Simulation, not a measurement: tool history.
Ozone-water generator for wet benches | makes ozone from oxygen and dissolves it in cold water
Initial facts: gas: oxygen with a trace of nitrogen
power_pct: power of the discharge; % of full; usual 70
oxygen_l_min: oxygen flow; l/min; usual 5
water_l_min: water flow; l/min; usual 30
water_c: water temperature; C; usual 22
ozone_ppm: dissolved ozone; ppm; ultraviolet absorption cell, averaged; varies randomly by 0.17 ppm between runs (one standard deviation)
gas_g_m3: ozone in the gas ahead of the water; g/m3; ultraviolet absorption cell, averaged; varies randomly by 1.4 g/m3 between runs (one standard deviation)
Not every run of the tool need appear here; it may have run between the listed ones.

run     day  power_pct  oxygen_l_min  water_l_min  water_c  ozone_ppm  gas_g_m3
  1       0         70             5           30       22         19     231.1
  2   6.329         70             5           30       26         18     231.7
  3   9.688         70             5           31       26       17.7     230.4
  4  15.633         70             5           31       26       17.5     230.8
  5  20.904         70             5           31       26       17.5       227
  6  23.971         70             5           31       26       17.6     228.4
  7  27.329         70             5           31       26       17.4     226.7
  8  30.396         70             5           31       26       17.5       228
  9  35.954         54          3.45           39       26       12.3     252.3
 10  41.396         54          3.45           39       26       12.6     251.4
 11  45.679         92          6.71           23       20       26.8     215.9
     50.233  -- water thermometer calibrated
 12  52.175         70             5           21       22       24.4     227.1
 13  57.054         51             5           38       22       12.8     188.1
 14   62.15         51             5           32       22       14.7       185
 15  65.471         51             5           32       22       14.3     185.5
 16  72.396         70             5           20       20       25.4     222.7

Forecast each of these 4 alternatives for the next run:
  A  75.492         70          3.86           29       28          ?         ?
  B  75.492         53             5           46       22          ?         ?
  C  75.492         94          7.25           24       20          ?         ?
  D  75.492         41          5.25           30       30          ?         ?

run  ozone_ppm  gas_g_m3
  A       17.8     269.1
  B       10.9     188.7
  C       25.1     204.9
  D       12.2       159
Stripped of hidden state, with their random variation kept, the same runs would have yielded:
run  ozone_ppm  gas_g_m3
  A       21.1       317
  B       12.6       216
  C       30.7     248.7
  D       13.7       177

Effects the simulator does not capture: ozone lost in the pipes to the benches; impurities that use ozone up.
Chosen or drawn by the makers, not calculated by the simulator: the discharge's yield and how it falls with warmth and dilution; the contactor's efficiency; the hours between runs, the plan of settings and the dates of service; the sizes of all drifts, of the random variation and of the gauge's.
